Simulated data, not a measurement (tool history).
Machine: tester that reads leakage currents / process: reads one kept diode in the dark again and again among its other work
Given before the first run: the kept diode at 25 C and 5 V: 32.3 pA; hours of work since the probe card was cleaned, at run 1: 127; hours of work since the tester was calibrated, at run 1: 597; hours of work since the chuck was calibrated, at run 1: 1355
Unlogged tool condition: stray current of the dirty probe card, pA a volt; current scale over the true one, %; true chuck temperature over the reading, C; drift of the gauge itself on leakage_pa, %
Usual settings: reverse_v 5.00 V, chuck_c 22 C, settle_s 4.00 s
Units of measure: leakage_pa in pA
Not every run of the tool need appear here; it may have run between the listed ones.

run,day,reverse_v,chuck_c,settle_s,hours of work since the probe card was cleaned,hours of work since the tester was calibrated,hours of work since the chuck was calibrated,leakage_pa
1,0.000,5.00,22,4.00,127,597,1355,29.17
2,1.146,5.00,22,4.00,139,610,1367,29.33
3,1.925,5.00,22,4.00,148,618,1376,29.34
4,3.612,5.00,22,4.00,166,637,1394,29.52
5,4.400,3.86,22,4.00,175,645,1403,25.82
6,6.096,3.86,22,4.00,193,664,1421,25.64
7,6.862,3.86,37,4.00,202,672,1430,83.57
8,8.183,3.86,37,4.00,216,686,1444,84.08
9,9.638,6.47,37,4.00,232,702,1460,109.26
10,11.392,5.00,22,4.00,251,721,1479,29.72
11,12.892,5.00,22,4.00,267,738,1496,29.74
12,14.325,5.00,22,4.00,283,753,1511,29.78
13,15.300,15.08,22,2.10,294,764,1522,54.04
14,16.421,15.08,22,2.10,306,776,1534,54.28
15,17.529,16.26,35,9.74,318,788,1546,150.58
16,18.779,5.00,59,6.05,332,802,1560,449.61
17,19.667,4.01,59,6.01,341,812,1570,401.09
18,21.100,19.39,25,6.01,357,827,1585,76.56
19,22.250,4.87,22,8.11,369,840,1598,29.39
20,23.742,2.35,22,0.75,386,856,1614,21.22
21,24.983,2.35,22,0.75,399,870,1628,21.17

Subtracting, for every run, the result it would have given without the tool's unlogged condition from the measured result gives the following. The same run-to-run variation enters both numbers; the gauge's scatter may not:
run,leakage_pa
1,+3.60
2,+3.65
3,+3.68
4,+3.74
5,+3.28
6,+3.31
7,+9.87
8,+10.02
9,+13.16
10,+3.99
11,+4.04
12,+4.08
13,+7.35
14,+7.45
15,+19.49
16,+50.32
17,+45.11
18,+10.94
19,+4.27
20,+2.94
21,+2.97
